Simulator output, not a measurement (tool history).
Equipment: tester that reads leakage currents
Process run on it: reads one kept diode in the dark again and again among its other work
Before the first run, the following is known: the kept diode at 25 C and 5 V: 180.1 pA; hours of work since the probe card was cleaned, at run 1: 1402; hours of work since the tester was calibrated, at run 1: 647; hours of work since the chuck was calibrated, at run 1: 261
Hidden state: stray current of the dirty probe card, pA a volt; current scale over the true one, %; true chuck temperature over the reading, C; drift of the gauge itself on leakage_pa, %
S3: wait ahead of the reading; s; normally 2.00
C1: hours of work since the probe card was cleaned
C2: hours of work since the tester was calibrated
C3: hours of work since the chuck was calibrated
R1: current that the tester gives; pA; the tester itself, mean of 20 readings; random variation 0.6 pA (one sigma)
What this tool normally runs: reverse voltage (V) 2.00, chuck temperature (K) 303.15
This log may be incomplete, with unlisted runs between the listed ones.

run 1 hour=0.0 | reverse_voltage_(V)=2.00 chuck_temperature_(K)=303.15 S3=2.00 | C1=1402 C2=647 C3=261 | R1=210.07
run 2 hour=27.2 | reverse_voltage_(V)=2.00 chuck_temperature_(K)=297.15 S3=2.00 | C1=1417 C2=662 C3=277 | R1=126.14
run 3 hour=49.5 | reverse_voltage_(V)=2.00 chuck_temperature_(K)=297.15 S3=2.00 | C1=1430 C2=675 C3=289 | R1=127.61
run 4 hour=65.2 | reverse_voltage_(V)=2.00 chuck_temperature_(K)=297.15 S3=2.00 | C1=1439 C2=684 C3=298 | R1=127.53
run 5 hour=85.8 | reverse_voltage_(V)=2.00 chuck_temperature_(K)=303.15 S3=2.00 | C1=1451 C2=696 C3=310 | R1=212.34
run 6 hour=104.8 | reverse_voltage_(V)=2.00 chuck_temperature_(K)=303.15 S3=2.00 | C1=1462 C2=707 C3=321 | R1=212.82
run 7 hour=130.0 | reverse_voltage_(V)=2.00 chuck_temperature_(K)=303.15 S3=2.00 | C1=1476 C2=721 C3=336 | R1=213.50
run 8 hour=161.2 | reverse_voltage_(V)=2.00 chuck_temperature_(K)=303.15 S3=2.00 | C1=1494 C2=739 C3=354 | R1=214.37
-- hour=181.6 probe card cleaned and baked
run 9 hour=185.1 | reverse_voltage_(V)=2.00 chuck_temperature_(K)=303.15 S3=2.00 | C1=2 C2=751 C3=366 | R1=212.29
run 10 hour=214.8 | reverse_voltage_(V)=2.00 chuck_temperature_(K)=303.15 S3=2.00 | C1=19 C2=768 C3=383 | R1=212.35
run 11 hour=239.9 | reverse_voltage_(V)=2.00 chuck_temperature_(K)=303.15 S3=2.00 | C1=34 C2=783 C3=397 | R1=214.19
run 12 hour=269.1 | reverse_voltage_(V)=2.00 chuck_temperature_(K)=319.15 S3=2.00 | C1=50 C2=800 C3=414 | R1=774.51
run 13 hour=286.5 | reverse_voltage_(V)=2.00 chuck_temperature_(K)=319.15 S3=2.00 | C1=60 C2=810 C3=424 | R1=776.05
run 14 hour=307.1 | reverse_voltage_(V)=2.00 chuck_temperature_(K)=303.15 S3=2.00 | C1=72 C2=821 C3=436 | R1=213.47
run 15 hour=326.6 | reverse_voltage_(V)=2.00 chuck_temperature_(K)=303.15 S3=2.00 | C1=83 C2=833 C3=447 | R1=214.64
run 16 hour=358.3 | reverse_voltage_(V)=2.00 chuck_temperature_(K)=303.15 S3=2.00 | C1=102 C2=851 C3=465 | R1=215.69
run 17 hour=388.9 | reverse_voltage_(V)=8.47 chuck_temperature_(K)=303.15 S3=2.00 | C1=119 C2=868 C3=483 | R1=364.52
run 18 hour=407.8 | reverse_voltage_(V)=18.46 chuck_temperature_(K)=303.15 S3=2.00 | C1=130 C2=879 C3=494 | R1=489.23
run 19 hour=432.5 | reverse_voltage_(V)=18.46 chuck_temperature_(K)=303.15 S3=2.00 | C1=144 C2=893 C3=508 | R1=491.03
run 20 hour=446.6 | reverse_voltage_(V)=2.00 chuck_temperature_(K)=303.15 S3=2.00 | C1=152 C2=902 C3=516 | R1=215.94
run 21 hour=473.1 | reverse_voltage_(V)=2.00 chuck_temperature_(K)=303.15 S3=2.00 | C1=168 C2=917 C3=531 | R1=217.50
run 22 hour=500.9 | reverse_voltage_(V)=9.77 chuck_temperature_(K)=315.15 S3=2.52 | C1=184 C2=933 C3=547 | R1=1029.98
run 23 hour=525.1 | reverse_voltage_(V)=6.20 chuck_temperature_(K)=303.15 S3=0.50 | C1=197 C2=947 C3=561 | R1=335.01
run 24 hour=552.3 | reverse_voltage_(V)=4.10 chuck_temperature_(K)=333.15 S3=4.54 | C1=213 C2=962 C3=577 | R1=2832.79
run 25 hour=580.3 | reverse_voltage_(V)=1.50 chuck_temperature_(K)=331.15 S3=2.00 | C1=229 C2=978 C3=593 | R1=1720.90
run 26 hour=595.7 | reverse_voltage_(V)=13.75 chuck_temperature_(K)=327.15 S3=2.00 | C1=238 C2=987 C3=602 | R1=2883.53
run 27 hour=611.1 | reverse_voltage_(V)=1.48 chuck_temperature_(K)=307.15 S3=5.08 | C1=247 C2=996 C3=610 | R1=275.22
run 28 hour=625.6 | reverse_voltage_(V)=8.98 chuck_temperature_(K)=328.15 S3=4.56 | C1=255 C2=1004 C3=619 | R1=2662.22
run 29 hour=639.5 | reverse_voltage_(V)=3.43 chuck_temperature_(K)=294.15 S3=0.71 | C1=263 C2=1012 C3=627 | R1=124.20
run 30 hour=663.8 | reverse_voltage_(V)=4.13 chuck_temperature_(K)=303.15 S3=2.21 | C1=277 C2=1026 C3=641 | R1=288.31
run 31 hour=690.5 | reverse_voltage_(V)=4.13 chuck_temperature_(K)=303.15 S3=2.21 | C1=292 C2=1042 C3=656 | R1=288.69
run 32 hour=716.2 | reverse_voltage_(V)=5.41 chuck_temperature_(K)=303.15 S3=2.38 | C1=307 C2=1056 C3=671 | R1=319.06
run 33 hour=745.7 | reverse_voltage_(V)=3.79 chuck_temperature_(K)=309.15 S3=2.01 | C1=324 C2=1073 C3=688 | R1=462.66
run 34 hour=770.8 | reverse_voltage_(V)=5.22 chuck_temperature_(K)=309.15 S3=1.36 | C1=339 C2=1088 C3=702 | R1=520.39
run 35 hour=795.9 | reverse_voltage_(V)=1.21 chuck_temperature_(K)=294.15 S3=0.38 | C1=353 C2=1102 C3=717 | R1=86.56
run 36 hour=825.7 | reverse_voltage_(V)=1.21 chuck_temperature_(K)=294.15 S3=0.38 | C1=370 C2=1119 C3=734 | R1=86.55
run 37 hour=843.2 | reverse_voltage_(V)=3.33 chuck_temperature_(K)=303.15 S3=2.00 | C1=380 C2=1129 C3=744 | R1=271.04
run 38 hour=869.7 | reverse_voltage_(V)=2.00 chuck_temperature_(K)=303.15 S3=0.35 | C1=395 C2=1145 C3=759 | R1=226.18
run 39 hour=900.5 | reverse_voltage_(V)=2.60 chuck_temperature_(K)=314.15 S3=0.37 | C1=413 C2=1162 C3=777 | R1=609.77
run 40 hour=922.2 | reverse_voltage_(V)=2.60 chuck_temperature_(K)=314.15 S3=0.37 | C1=426 C2=1175 C3=789 | R1=605.96
run 41 hour=941.3 | reverse_voltage_(V)=2.60 chuck_temperature_(K)=297.15 S3=0.76 | C1=437 C2=1186 C3=800 | R1=149.92

Branching from run 41: 3 alternative next runs. What would each branch give?
run A hour=966.4 | reverse_voltage_(V)=2.60 chuck_temperature_(K)=313.15 S3=0.76 | C1=451 C2=1200 C3=815 | R1=?
run B hour=966.4 | reverse_voltage_(V)=2.58 chuck_temperature_(K)=303.15 S3=2.00 | C1=451 C2=1200 C3=815 | R1=?
run C hour=966.4 | reverse_voltage_(V)=2.00 chuck_temperature_(K)=303.15 S3=1.25 | C1=451 C2=1200 C3=815 | R1=?

run=A R1=564.10
run=B R1=248.55
run=C R1=226.80
Had the tool no hidden state, the same runs would have come out as:
run=A R1=501.45
run=B R1=218.59
run=C R1=199.60

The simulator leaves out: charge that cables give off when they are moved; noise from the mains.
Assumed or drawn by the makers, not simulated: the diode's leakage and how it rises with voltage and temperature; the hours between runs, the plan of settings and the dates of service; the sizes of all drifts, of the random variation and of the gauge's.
